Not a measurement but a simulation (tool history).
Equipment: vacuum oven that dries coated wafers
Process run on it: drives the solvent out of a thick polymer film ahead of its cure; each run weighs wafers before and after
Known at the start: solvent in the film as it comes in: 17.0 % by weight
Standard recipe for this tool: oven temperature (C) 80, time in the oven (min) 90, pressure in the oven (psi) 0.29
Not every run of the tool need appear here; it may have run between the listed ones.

run,hour,oven temperature (C),time in the oven (min),pressure in the oven (psi),solvent left in the film (%)
1,0,80,90,0.29,5.95
2,84.4,80,90,0.29,5.86
3,125.9,80,90,0.29,5.85
4,172.1,80,90,0.29,5.96
5,220.1,80,90,0.381,6.71
6,267.7,80,90,0.381,6.66
7,329.5,73,90,0.29,8.28
# hour 335.6: oven's thermocouples calibrated
8,393.9,73,90,0.29,8.42
9,466.5,80,90,0.29,5.82
10,547.6,65,57,0.365,12.98
11,627.5,68,149,0.458,10.32

Run 12 is up next; what results do you expect?
12,716.9,78,74,0.29,?

{"run 12": {"solvent left in the film (%)": 7.25}}
Minus the tool's unlogged condition, the same run would have read solvent left in the film (%) 7.24.
